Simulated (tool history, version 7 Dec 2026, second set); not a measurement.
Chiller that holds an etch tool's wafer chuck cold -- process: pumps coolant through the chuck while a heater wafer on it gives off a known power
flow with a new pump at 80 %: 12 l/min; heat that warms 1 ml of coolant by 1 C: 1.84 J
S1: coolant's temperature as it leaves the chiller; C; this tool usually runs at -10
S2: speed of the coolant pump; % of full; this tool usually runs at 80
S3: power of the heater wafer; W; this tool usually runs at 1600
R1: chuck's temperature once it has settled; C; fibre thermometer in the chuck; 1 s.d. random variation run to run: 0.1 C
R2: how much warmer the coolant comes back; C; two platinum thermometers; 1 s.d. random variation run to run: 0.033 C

run 1 hour=0.0 | S1=-10 S2=80 S3=1600 | R1=2.3 R2=4.42
run 2 hour=28.5 | S1=-1 S2=80 S3=1600 | R1=11.2 R2=4.38
run 3 hour=70.2 | S1=-11 S2=80 S3=1600 | R1=1.2 R2=4.35
run 4 hour=105.1 | S1=-11 S2=68 S3=1600 | R1=3.3 R2=5.17
run 5 hour=127.0 | S1=-10 S2=80 S3=1600 | R1=2.3 R2=4.28
run 6 hour=157.5 | S1=-10 S2=80 S3=1600 | R1=2.2 R2=4.31
run 7 hour=175.5 | S1=-10 S2=70 S3=1600 | R1=4.0 R2=5.01
run 8 hour=202.6 | S1=-10 S2=70 S3=1600 | R1=3.8 R2=5.00
run 9 hour=233.3 | S1=-10 S2=70 S3=1600 | R1=3.8 R2=5.01
run 10 hour=271.4 | S1=-10 S2=70 S3=1600 | R1=3.9 R2=4.96
run 11 hour=295.9 | S1=-10 S2=70 S3=1600 | R1=3.8 R2=4.96
run 12 hour=323.6 | S1=-10 S2=70 S3=1600 | R1=4.0 R2=4.95
run 13 hour=366.9 | S1=-10 S2=70 S3=1600 | R1=4.0 R2=4.93
run 14 hour=404.3 | S1=-10 S2=80 S3=1600 | R1=2.2 R2=4.29
run 15 hour=424.5 | S1=-10 S2=80 S3=1600 | R1=2.2 R2=4.22
run 16 hour=444.7 | S1=-10 S2=80 S3=1600 | R1=2.1 R2=4.23
run 17 hour=479.5 | S1=-10 S2=65 S3=1761 | R1=6.3 R2=5.93
run 18 hour=523.0 | S1=-10 S2=65 S3=1761 | R1=6.3 R2=5.89
run 19 hour=562.1 | S1=-10 S2=87 S3=1678 | R1=1.8 R2=3.98
run 20 hour=588.8 | S1=-1 S2=87 S3=814 | R1=4.8 R2=1.85
run 21 hour=608.5 | S1=-10 S2=80 S3=1401 | R1=0.5 R2=3.60
run 22 hour=647.5 | S1=-10 S2=80 S3=1401 | R1=0.6 R2=3.60
run 23 hour=668.3 | S1=-15 S2=74 S3=1600 | R1=-1.7 R2=4.58
run 24 hour=700.3 | S1=-15 S2=74 S3=1600 | R1=-1.7 R2=4.59
run 25 hour=718.5 | S1=-10 S2=81 S3=827 | R1=-3.9 R2=2.04
run 26 hour=751.8 | S1=-10 S2=81 S3=827 | R1=-3.7 R2=2.00
run 27 hour=776.3 | S1=-8 S2=69 S3=1068 | R1=1.5 R2=3.18
run 28 hour=805.8 | S1=-8 S2=69 S3=1042 | R1=1.2 R2=3.13
run 29 hour=844.3 | S1=-5 S2=83 S3=2349 | R1=12.3 R2=5.89
run 30 hour=887.8 | S1=-16 S2=80 S3=1349 | R1=-5.6 R2=3.41
run 31 hour=919.6 | S1=-16 S2=80 S3=1349 | R1=-5.7 R2=3.39

Each row is a separate what-if for the run after 31, all from the same tool condition, not one after another. Results?
run A hour=952.2 | S1=-16 S2=80 S3=1600 | R1=? R2=?
run B hour=952.2 | S1=-16 S2=80 S3=2326 | R1=? R2=?
run C hour=952.2 | S1=-10 S2=82 S3=1600 | R1=? R2=?
run D hour=952.2 | S1=-1 S2=80 S3=1546 | R1=? R2=?

run=A R1=-3.8 R2=4.08
run=B R1=1.9 R2=6.06
run=C R1=1.9 R2=3.97
run=D R1=10.7 R2=3.90
Without the tool's unlogged condition, the same runs would have read:
run=A R1=-3.8 R2=4.37
run=B R1=1.9 R2=6.35
run=C R1=1.8 R2=4.27
run=D R1=10.7 R2=4.20
